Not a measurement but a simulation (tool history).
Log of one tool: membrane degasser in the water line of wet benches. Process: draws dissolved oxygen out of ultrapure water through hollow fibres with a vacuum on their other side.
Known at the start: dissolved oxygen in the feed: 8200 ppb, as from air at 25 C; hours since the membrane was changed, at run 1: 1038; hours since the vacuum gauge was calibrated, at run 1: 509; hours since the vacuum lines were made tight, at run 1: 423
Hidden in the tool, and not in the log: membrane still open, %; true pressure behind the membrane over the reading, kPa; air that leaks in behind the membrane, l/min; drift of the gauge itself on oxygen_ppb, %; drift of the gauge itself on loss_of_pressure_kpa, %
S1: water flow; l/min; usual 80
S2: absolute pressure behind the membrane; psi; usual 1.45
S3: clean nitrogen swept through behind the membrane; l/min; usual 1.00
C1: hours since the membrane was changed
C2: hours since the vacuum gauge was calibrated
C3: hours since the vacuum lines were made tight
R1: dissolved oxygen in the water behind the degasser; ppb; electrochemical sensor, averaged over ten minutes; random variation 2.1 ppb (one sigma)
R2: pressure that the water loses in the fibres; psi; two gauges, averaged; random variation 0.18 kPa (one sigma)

| run | hour | S1 | S2 | S3 | C1 | C2 | C3 | R1 | R2 |
|---|---|---|---|---|---|---|---|---|---|
| 1 | 0.0 | 80 | 1.45 | 1.00 | 1038 | 509 | 423 | 869.5 | 4.798 |
| 2 | 24.6 | 80 | 1.45 | 1.00 | 1062 | 533 | 447 | 861.4 | 4.759 |
| 3 | 49.3 | 80 | 1.45 | 1.00 | 1087 | 558 | 472 | 861.5 | 4.751 |
| 4 | 87.9 | 80 | 1.45 | 1.00 | 1126 | 597 | 510 | 863.5 | 4.791 |
| 5 | 139.8 | 80 | 1.45 | 0.46 | 1177 | 648 | 562 | 1319.5 | 4.786 |
| 6 | 176.3 | 80 | 1.45 | 0.46 | 1214 | 685 | 599 | 1318.7 | 4.760 |
| 7 | 218.5 | 109 | 1.45 | 1.00 | 1256 | 727 | 641 | 1063.8 | 6.498 |
| 8 | 255.7 | 80 | 1.45 | 0.61 | 1293 | 764 | 678 | 1151.6 | 4.788 |
| 9 | 278.8 | 80 | 1.45 | 0.61 | 1316 | 787 | 701 | 1141.0 | 4.793 |
| 10 | 307.5 | 80 | 1.45 | 0.61 | 1345 | 816 | 730 | 1143.0 | 4.756 |
| 11 | 331.1 | 80 | 1.93 | 1.00 | 1369 | 840 | 754 | 1224.9 | 4.802 |
| 12 | 380.5 | 80 | 1.42 | 1.00 | 1418 | 889 | 803 | 841.3 | 4.778 |
| 13 | 420.1 | 80 | 1.42 | 1.00 | 1458 | 929 | 843 | 838.9 | 4.824 |
| 14 | 451.3 | 53 | 2.03 | 2.62 | 1489 | 960 | 874 | 468.6 | 3.159 |
| 15 | 485.2 | 80 | 0.90 | 0.96 | 1523 | 994 | 908 | 422.2 | 4.795 |
| 16 | 532.4 | 80 | 0.90 | 0.96 | 1570 | 1041 | 955 | 420.1 | 4.767 |
| 17 | 567.6 | 80 | 0.96 | 0.90 | 1605 | 1076 | 990 | 491.0 | 4.814 |
| 18 | 622.1 | 115 | 1.45 | 1.00 | 1660 | 1131 | 1045 | 1093.7 | 6.885 |
| 19 | 649.6 | 69 | 1.09 | 1.00 | 1687 | 1158 | 1072 | 511.0 | 4.112 |
| 20 | 696.3 | 69 | 1.09 | 1.00 | 1734 | 1205 | 1119 | 510.8 | 4.107 |
| 21 | 719.6 | 69 | 2.13 | 2.07 | 1757 | 1228 | 1142 | 747.2 | 4.076 |
| 22 | 772.7 | 69 | 2.13 | 2.07 | 1810 | 1281 | 1195 | 748.7 | 4.112 |
| 23 | 797.4 | 80 | 2.45 | 1.00 | 1835 | 1306 | 1220 | 1599.1 | 4.793 |
| 24 | 833.4 | 90 | 1.02 | 1.00 | 1871 | 1342 | 1256 | 553.2 | 5.340 |

Forecast each of these 4 alternatives for the next run:
| A | 887.8 | 90 | 2.05 | 0.71 | 1926 | 1396 | 1310 | ? | ? |
| B | 887.8 | 76 | 3.31 | 2.06 | 1926 | 1396 | 1310 | ? | ? |
| C | 887.8 | 86 | 0.88 | 1.39 | 1926 | 1396 | 1310 | ? | ? |
| D | 887.8 | 49 | 1.04 | 1.33 | 1926 | 1396 | 1310 | ? | ? |

| run | R1 | R2 |
|---|---|---|
| A | 1712.9 | 5.400 |
| B | 1297.3 | 4.563 |
| C | 344.3 | 5.137 |
| D | 296.5 | 2.899 |
Without the tool's hidden state the same runs would have given:
| run | R1 | R2 |
|---|---|---|
| A | 1712.8 | 5.398 |
| B | 1297.3 | 4.561 |
| C | 344.3 | 5.136 |
| D | 296.4 | 2.899 |
